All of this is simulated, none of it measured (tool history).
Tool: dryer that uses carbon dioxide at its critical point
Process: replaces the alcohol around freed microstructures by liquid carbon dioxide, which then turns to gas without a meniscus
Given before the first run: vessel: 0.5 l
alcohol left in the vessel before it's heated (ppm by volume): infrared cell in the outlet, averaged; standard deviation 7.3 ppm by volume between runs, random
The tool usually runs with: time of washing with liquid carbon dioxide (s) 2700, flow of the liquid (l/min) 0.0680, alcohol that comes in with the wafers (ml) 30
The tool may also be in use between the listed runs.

run,hour,time of washing with liquid carbon dioxide (s),flow of the liquid (l/min),alcohol that comes in with the wafers (ml),alcohol left in the vessel before it's heated (ppm by volume)
1,0.0,2700,0.0680,30,593
2,7.9,2700,0.0680,30,607
3,21.0,2700,0.0680,30,606
4,28.6,2700,0.0680,33,656
5,39.3,2700,0.0680,33,654
6,48.3,2700,0.0680,30,617
7,60.0,2700,0.0680,30,624
8,68.7,2700,0.0680,30,660
9,79.8,2700,0.0680,30,622
10,87.9,2700,0.0703,30,583
11,97.4,2700,0.0703,30,553
12,104.4,2700,0.0680,30,650
13,116.6,2700,0.0680,32,690
14,127.5,2700,0.0680,30,680
15,141.2,2700,0.0680,30,666
16,146.9,2700,0.0680,52,1041
17,156.8,2700,0.0680,30,685
18,167.0,2700,0.0680,30,685
19,175.5,2700,0.0680,30,675
20,183.8,2700,0.0680,30,688
21,195.1,2700,0.0680,30,701
22,202.4,2700,0.0904,22,261
23,208.9,1920,0.0680,30,2242
24,221.9,1920,0.0680,30,2274
25,234.5,1920,0.0558,30,3968
26,248.3,1920,0.0558,30,3988
27,255.0,2340,0.1122,22,236
28,264.4,1860,0.1122,26,437
29,270.1,2100,0.1138,23,290
30,281.7,2100,0.1138,23,293
31,291.7,1800,0.0546,29,4917
32,297.6,1800,0.0546,29,4951
33,308.6,2700,0.0569,77,3279
34,319.4,3060,0.0690,108,1211
35,332.1,2700,0.0468,27,2284
36,344.9,3780,0.0571,30,443
37,354.5,3780,0.0571,30,444
38,360.9,3060,0.0686,31,498

Pick out some run-to-run changes in alcohol left in the vessel before it's heated (ppm by volume). Of each, how much would a tool without hidden state show as well, from the settings, what came in and chance, and how much is left for the hidden state and any gauge scatter not in both results compared?
Unlogged tool condition in this case: flow that reaches the vessel past the clogged filter, %; alcohol in the recycled carbon dioxide, ppm; drift of the gauge itself on alcohol_ppm, %.
Run 26 -> 27: time of washing with liquid carbon dioxide (s) 1920 -> 2340, flow of the liquid (l/min) 0.0558 -> 0.1122, alcohol that comes in with the wafers (ml) 30 -> 22. alcohol left in the vessel before it's heated (ppm by volume) -3752: hidden state -836, all else -2916.
Run 30 -> 31: time of washing with liquid carbon dioxide (s) 2100 -> 1800, flow of the liquid (l/min) 0.1138 -> 0.0546, alcohol that comes in with the wafers (ml) 23 -> 29. alcohol left in the vessel before it's heated (ppm by volume) +4624: hidden state +986, all else +3638.
Run 33 -> 34: time of washing with liquid carbon dioxide (s) 2700 -> 3060, flow of the liquid (l/min) 0.0569 -> 0.0690, alcohol that comes in with the wafers (ml) 77 -> 108. alcohol left in the vessel before it's heated (ppm by volume) -2068: hidden state -573, all else -1495.
